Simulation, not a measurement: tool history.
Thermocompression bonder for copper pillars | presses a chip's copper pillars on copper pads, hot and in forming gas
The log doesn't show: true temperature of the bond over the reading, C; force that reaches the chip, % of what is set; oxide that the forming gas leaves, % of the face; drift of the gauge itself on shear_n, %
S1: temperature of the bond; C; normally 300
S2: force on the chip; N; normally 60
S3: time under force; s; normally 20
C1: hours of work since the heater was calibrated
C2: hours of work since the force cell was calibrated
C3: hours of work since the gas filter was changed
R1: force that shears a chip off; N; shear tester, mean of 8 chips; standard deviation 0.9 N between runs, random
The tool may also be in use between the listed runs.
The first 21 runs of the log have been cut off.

{"run": 22, "hour": 571.8, "S1": 311, "S2": 60, "S3": 10, "C1": 107, "C2": 379, "C3": 114, "R1": 69.3}
{"run": 23, "hour": 608.7, "S1": 311, "S2": 60, "S3": 10, "C1": 128, "C2": 401, "C3": 135, "R1": 71.2}
{"run": 24, "hour": 640.1, "S1": 278, "S2": 47, "S3": 33, "C1": 146, "C2": 419, "C3": 154, "R1": 55.8}
{"run": 25, "hour": 676.1, "S1": 300, "S2": 53, "S3": 25, "C1": 167, "C2": 440, "C3": 174, "R1": 77.3}
{"run": 26, "hour": 706.3, "S1": 320, "S2": 70, "S3": 11, "C1": 185, "C2": 457, "C3": 192, "R1": 92.2}
{"run": 27, "hour": 731.9, "S1": 277, "S2": 43, "S3": 50, "C1": 200, "C2": 472, "C3": 207, "R1": 60.8}
{"hour": 745.4, "done": "forming gas filter changed"}
{"run": 28, "hour": 767.9, "S1": 292, "S2": 60, "S3": 34, "C1": 220, "C2": 493, "C3": 13, "R1": 87.6}
{"run": 29, "hour": 802.1, "S1": 300, "S2": 48, "S3": 20, "C1": 240, "C2": 512, "C3": 33, "R1": 68.4}
{"run": 30, "hour": 821.0, "S1": 298, "S2": 65, "S3": 20, "C1": 251, "C2": 523, "C3": 44, "R1": 84.9}
{"run": 31, "hour": 856.9, "S1": 314, "S2": 37, "S3": 54, "C1": 272, "C2": 544, "C3": 65, "R1": 92.6}
{"run": 32, "hour": 882.0, "S1": 314, "S2": 37, "S3": 54, "C1": 286, "C2": 559, "C3": 79, "R1": 93.5}
{"run": 33, "hour": 919.6, "S1": 288, "S2": 37, "S3": 54, "C1": 308, "C2": 581, "C3": 101, "R1": 66}
{"run": 34, "hour": 946.7, "S1": 309, "S2": 50, "S3": 13, "C1": 324, "C2": 596, "C3": 117, "R1": 68.3}
{"run": 35, "hour": 982.3, "S1": 318, "S2": 73, "S3": 15, "C1": 345, "C2": 617, "C3": 137, "R1": 102.7}
{"run": 36, "hour": 1015.8, "S1": 300, "S2": 72, "S3": 19, "C1": 364, "C2": 636, "C3": 157, "R1": 92.1}
{"run": 37, "hour": 1038.6, "S1": 283, "S2": 65, "S3": 18, "C1": 377, "C2": 650, "C3": 170, "R1": 69.8}
{"run": 38, "hour": 1068.8, "S1": 283, "S2": 65, "S3": 18, "C1": 395, "C2": 667, "C3": 188, "R1": 69.8}
{"run": 39, "hour": 1087.8, "S1": 286, "S2": 47, "S3": 20, "C1": 406, "C2": 678, "C3": 199, "R1": 56.3}
{"run": 40, "hour": 1112.2, "S1": 286, "S2": 47, "S3": 20, "C1": 420, "C2": 692, "C3": 213, "R1": 57.7}
{"hour": 1115.1, "done": "forming gas filter changed"}
{"run": 41, "hour": 1128.3, "S1": 286, "S2": 47, "S3": 20, "C1": 429, "C2": 701, "C3": 8, "R1": 57.4}

Here are 3 independent what-if runs from the current tool condition. What would each one return?
{"run": "A", "hour": 1164.3, "S1": 280, "S2": 54, "S3": 20, "C1": 450, "C2": 722, "C3": 29, "R1": "?"}
{"run": "B", "hour": 1164.3, "S1": 283, "S2": 48, "S3": 20, "C1": 450, "C2": 722, "C3": 29, "R1": "?"}
{"run": "C", "hour": 1164.3, "S1": 286, "S2": 61, "S3": 54, "C1": 450, "C2": 722, "C3": 29, "R1": "?"}

run=A R1=60.6
run=B R1=56.5
run=C R1=96.6
The same runs, with their run-to-run variation unchanged, on a tool lacking any hidden condition would have given:
run=A R1=50.4
run=B R1=46.8
run=C R1=84.9

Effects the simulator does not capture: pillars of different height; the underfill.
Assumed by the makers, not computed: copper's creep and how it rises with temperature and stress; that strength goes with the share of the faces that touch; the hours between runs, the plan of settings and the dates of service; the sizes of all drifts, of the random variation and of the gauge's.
